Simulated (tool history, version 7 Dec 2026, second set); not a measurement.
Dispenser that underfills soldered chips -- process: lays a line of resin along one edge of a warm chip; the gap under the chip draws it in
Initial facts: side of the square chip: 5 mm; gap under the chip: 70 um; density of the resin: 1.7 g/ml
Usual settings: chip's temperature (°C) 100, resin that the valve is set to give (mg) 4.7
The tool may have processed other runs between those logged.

run	hour	chip's temperature (°C)	resin that the valve is set to give (mg)	time until the resin shows at the far edge (s)	resin that the valve gave (mg)
1	0	100	4.7	8	4.69
# hour 1.2: new syringe of resin
2	9.5	100	4.7	6.7	4.66
# hour 16.1: new syringe of resin
3	19.8	100	4.7	5.7	4.7
4	28.5	100	4.13	8.6	4.03
# hour 31.4: new syringe of resin
5	35.9	100	4.13	6.8	4.08
6	42.8	100	4.13	8	4.07
# hour 46.5: new syringe of resin
7	48.1	100	4.13	5.3	4.02
8	55.1	100	4.13	7.5	4.04
# hour 61.8: new syringe of resin
9	61.8	100	4.13	5.2	4.03
# hour 63.4: dispensing valve cleaned and set on the balance
10	72.1	100	4.13	6.8	4.11
# hour 78.2: new syringe of resin
11	78.2	100	5.17	5.3	5.09
12	88.5	100	5.17	7.5	5.09
# hour 93.5: new syringe of resin
13	96.3	100	4.7	6.3	4.66
14	100.8	100	4.7	6.2	4.62
15	106.5	100	4.7	8	4.62
# hour 108.8: new syringe of resin
16	117.6	100	4.7	6.9	4.59
# hour 123.9: new syringe of resin
# hour 126.3: dispensing valve cleaned and set on the balance
17	127.2	100	4.29	5.5	4.27
18	132.8	100	4.7	6.8	4.7
# hour 140.3: new syringe of resin
19	142.7	111	4.7	4.1	4.68
20	150.9	112	4.82	5.3	4.76
# hour 155.6: new syringe of resin
21	157.2	100	5.88	5.2	5.81
22	165.7	100	4.54	8	4.44
# hour 171: new syringe of resin
23	176	100	4.54	6	4.41
24	183.7	95	4.7	9.6	4.6
# hour 186: new syringe of resin
# hour 189.3: dispensing valve cleaned and set on the balance
25	192.7	100	4.99	6	4.99
# hour 202.8: new syringe of resin
26	203.2	100	4.99	5	4.94
27	210.9	100	4.99	6.9	4.97
# hour 218.4: new syringe of resin
28	219.8	95	4.97	6.8	4.92
29	227.1	90	4.66	9.7	4.62
# hour 233.4: new syringe of resin
30	234.2	90	4.86	7.7	4.75
31	241.6	97	5.71	7.5	5.56
32	246.8	89	5.64	10.9	5.49
# hour 249.3: new syringe of resin
# hour 252.5: dispensing valve cleaned and set on the balance
33	257.5	108	4.98	5.1	4.96
34	263.1	108	4.98	5.6	4.97
# hour 265.6: new syringe of resin
35	270.1	98	5.26	6.2	5.2

Pick out some run-to-run changes in time until the resin shows at the far edge (s). Of each, how much would a tool without hidden state show as well, from the settings, what came in and chance, and how much is left for the hidden state and any gauge scatter not in both results compared?
The tool's hidden condition here consists of: resin's viscosity, % of fresh resin's; dose that the valve gives, % of what is set; true chip temperature over the reading, C; drift of the gauge itself on fill_s, %; drift of the gauge itself on given_mg, %.
Run 6 -> 7: new syringe of resin. time until the resin shows at the far edge (s) -2.7: hidden state -2.3, all else -0.4.
Run 23 -> 24: chip's temperature (°C) 100 -> 95, resin that the valve is set to give (mg) 4.54 -> 4.7. time until the resin shows at the far edge (s) +3.6: hidden state +2.1, all else +1.5.
Run 24 -> 25: chip's temperature (°C) 95 -> 100, resin that the valve is set to give (mg) 4.7 -> 4.99, new syringe of resin, dispensing valve cleaned and set on the balance. time until the resin shows at the far edge (s) -3.6: hidden state -2.2, all else -1.4.
Run 29 -> 30: resin that the valve is set to give (mg) 4.66 -> 4.86, new syringe of resin. time until the resin shows at the far edge (s) -2: hidden state -2.4, all else +0.4.
Run 32 -> 33: chip's temperature (°C) 89 -> 108, resin that the valve is set to give (mg) 5.64 -> 4.98, new syringe of resin, dispensing valve cleaned and set on the balance. time until the resin shows at the far edge (s) -5.8: hidden state -2.7, all else -3.1.
